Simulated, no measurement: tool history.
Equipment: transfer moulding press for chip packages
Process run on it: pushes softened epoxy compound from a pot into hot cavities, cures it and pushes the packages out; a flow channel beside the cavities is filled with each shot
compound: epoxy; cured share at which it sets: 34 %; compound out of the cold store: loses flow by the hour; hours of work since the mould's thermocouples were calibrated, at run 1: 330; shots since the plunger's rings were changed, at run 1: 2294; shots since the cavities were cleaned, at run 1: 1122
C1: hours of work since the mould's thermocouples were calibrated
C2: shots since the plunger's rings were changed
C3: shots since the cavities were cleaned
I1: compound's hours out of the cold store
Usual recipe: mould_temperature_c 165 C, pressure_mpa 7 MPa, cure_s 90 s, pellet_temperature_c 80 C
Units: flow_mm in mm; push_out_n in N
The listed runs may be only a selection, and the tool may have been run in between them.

run 1 hour=0 | mould_temperature_c=165 pressure_mpa=7 cure_s=90 pellet_temperature_c=80 | C1=330 C2=2294 C3=1122 | I1=27.6 | flow_mm=837 push_out_n=630
-- hour=10.4 cavities cleaned with cleaning compound and waxed
run 2 hour=51.4 | mould_temperature_c=165 pressure_mpa=7 cure_s=90 pellet_temperature_c=80 | C1=358 C2=2901 C3=499 | I1=22.3 | flow_mm=857 push_out_n=487
run 3 hour=94.5 | mould_temperature_c=170 pressure_mpa=7 cure_s=90 pellet_temperature_c=80 | C1=383 C2=3425 C3=1023 | I1=26.6 | flow_mm=807 push_out_n=539
-- hour=110.5 cavities cleaned with cleaning compound and waxed
run 4 hour=132.5 | mould_temperature_c=169 pressure_mpa=7 cure_s=90 pellet_temperature_c=80 | C1=404 C2=3869 C3=268 | I1=13.9 | flow_mm=874 push_out_n=386
run 5 hour=177 | mould_temperature_c=169 pressure_mpa=7 cure_s=90 pellet_temperature_c=80 | C1=430 C2=4410 C3=809 | I1=15.8 | flow_mm=874 push_out_n=519
-- hour=183 mould's thermocouples calibrated
-- hour=211.8 cavities cleaned with cleaning compound and waxed
run 6 hour=220.9 | mould_temperature_c=165 pressure_mpa=7 cure_s=90 pellet_temperature_c=80 | C1=21 C2=4902 C3=110 | I1=11.8 | flow_mm=874 push_out_n=370
run 7 hour=263.9 | mould_temperature_c=162 pressure_mpa=7 cure_s=90 pellet_temperature_c=80 | C1=46 C2=5425 C3=633 | I1=30.3 | flow_mm=798 push_out_n=592
-- hour=283.1 plunger's sealing rings changed
run 8 hour=304.9 | mould_temperature_c=162 pressure_mpa=7 cure_s=90 pellet_temperature_c=80 | C1=68 C2=266 C3=1102 | I1=10.1 | flow_mm=951 push_out_n=676
-- hour=313.4 cavities cleaned with cleaning compound and waxed
run 9 hour=342.1 | mould_temperature_c=162 pressure_mpa=7 cure_s=90 pellet_temperature_c=80 | C1=88 C2=701 C3=350 | I1=35.6 | flow_mm=814 push_out_n=507
run 10 hour=365.5 | mould_temperature_c=162 pressure_mpa=7 cure_s=90 pellet_temperature_c=80 | C1=102 C2=984 C3=633 | I1=40.4 | flow_mm=788 push_out_n=572
run 11 hour=406.9 | mould_temperature_c=162 pressure_mpa=7 cure_s=90 pellet_temperature_c=80 | C1=125 C2=1489 C3=1138 | I1=22.2 | flow_mm=871 push_out_n=667
-- hour=411.4 cavities cleaned with cleaning compound and waxed
run 12 hour=457.9 | mould_temperature_c=162 pressure_mpa=7 cure_s=90 pellet_temperature_c=80 | C1=154 C2=2092 C3=567 | I1=42.6 | flow_mm=772 push_out_n=550
run 13 hour=489.4 | mould_temperature_c=162 pressure_mpa=7 cure_s=90 pellet_temperature_c=80 | C1=172 C2=2474 C3=949 | I1=24 | flow_mm=841 push_out_n=668
-- hour=510.1 cavities cleaned with cleaning compound and waxed
run 14 hour=539.5 | mould_temperature_c=159 pressure_mpa=7 cure_s=90 pellet_temperature_c=80 | C1=200 C2=3065 C3=357 | I1=11.3 | flow_mm=926 push_out_n=636
run 15 hour=570.3 | mould_temperature_c=165 pressure_mpa=6.19 cure_s=107 pellet_temperature_c=80 | C1=218 C2=3440 C3=732 | I1=16.8 | flow_mm=823 push_out_n=506
run 16 hour=603.5 | mould_temperature_c=159 pressure_mpa=5.81 cure_s=93 pellet_temperature_c=71 | C1=237 C2=3845 C3=1137 | I1=17.4 | flow_mm=819 push_out_n=783
-- hour=608 cavities cleaned with cleaning compound and waxed
run 17 hour=643 | mould_temperature_c=159 pressure_mpa=5.81 cure_s=93 pellet_temperature_c=71 | C1=258 C2=4306 C3=425 | I1=20.3 | flow_mm=780 push_out_n=603
run 18 hour=692.7 | mould_temperature_c=159 pressure_mpa=5.81 cure_s=93 pellet_temperature_c=71 | C1=287 C2=4911 C3=1030 | I1=18.4 | flow_mm=800 push_out_n=749
-- hour=708.4 cavities cleaned with cleaning compound and waxed
run 19 hour=726.9 | mould_temperature_c=165 pressure_mpa=7 cure_s=85 pellet_temperature_c=84 | C1=306 C2=5309 C3=225 | I1=23.8 | flow_mm=833 push_out_n=435
-- hour=758.1 plunger's sealing rings changed
run 20 hour=760.9 | mould_temperature_c=165 pressure_mpa=6.57 cure_s=86 pellet_temperature_c=86 | C1=324 C2=35 C3=609 | I1=43.7 | flow_mm=767 push_out_n=542
-- hour=812.1 cavities cleaned with cleaning compound and waxed
run 21 hour=813.1 | mould_temperature_c=165 pressure_mpa=6.57 cure_s=86 pellet_temperature_c=86 | C1=353 C2=651 C3=12 | I1=25.7 | flow_mm=816 push_out_n=328
run 22 hour=834.8 | mould_temperature_c=160 pressure_mpa=7 cure_s=90 pellet_temperature_c=80 | C1=365 C2=916 C3=277 | I1=38 | flow_mm=807 push_out_n=527
run 23 hour=880.4 | mould_temperature_c=165 pressure_mpa=6.69 cure_s=90 pellet_temperature_c=80 | C1=392 C2=1470 C3=831 | I1=13.4 | flow_mm=890 push_out_n=567
-- hour=911.4 cavities cleaned with cleaning compound and waxed
run 24 hour=914.8 | mould_temperature_c=171 pressure_mpa=6.77 cure_s=90 pellet_temperature_c=80 | C1=411 C2=1871 C3=41 | I1=16.9 | flow_mm=868 push_out_n=284
run 25 hour=946.8 | mould_temperature_c=166 pressure_mpa=6.52 cure_s=126 pellet_temperature_c=73 | C1=429 C2=2259 C3=429 | I1=36.6 | flow_mm=770 push_out_n=438
-- hour=953.1 mould's thermocouples calibrated
run 26 hour=981.5 | mould_temperature_c=165 pressure_mpa=7 cure_s=116 pellet_temperature_c=77 | C1=16 C2=2658 C3=828 | I1=23.5 | flow_mm=859 push_out_n=497
run 27 hour=1007.9 | mould_temperature_c=161 pressure_mpa=7.43 cure_s=74 pellet_temperature_c=85 | C1=31 C2=2979 C3=1149 | I1=21.4 | flow_mm=895 push_out_n=1027
-- hour=1013.4 cavities cleaned with cleaning compound and waxed
run 28 hour=1046.4 | mould_temperature_c=165 pressure_mpa=7.42 cure_s=81 pellet_temperature_c=79 | C1=53 C2=3429 C3=401 | I1=45.7 | flow_mm=759 push_out_n=489

Forecast each of these 3 alternatives for the next run:
run A hour=1067.2 | mould_temperature_c=165 pressure_mpa=5.71 cure_s=80 pellet_temperature_c=79 | C1=65 C2=3682 C3=654 | I1=11.6 | flow_mm=? push_out_n=?
run B hour=1067.2 | mould_temperature_c=161 pressure_mpa=7.24 cure_s=81 pellet_temperature_c=79 | C1=65 C2=3682 C3=654 | I1=46.6 | flow_mm=? push_out_n=?
run C hour=1067.2 | mould_temperature_c=165 pressure_mpa=7 cure_s=77 pellet_temperature_c=80 | C1=65 C2=3682 C3=654 | I1=15.3 | flow_mm=? push_out_n=?

run=A flow_mm=816 push_out_n=644
run=B flow_mm=776 push_out_n=705
run=C flow_mm=868 push_out_n=642
What these runs would have given with no unlogged condition in the tool:
run=A flow_mm=848 push_out_n=367
run=B flow_mm=807 push_out_n=397
run=C flow_mm=903 push_out_n=359
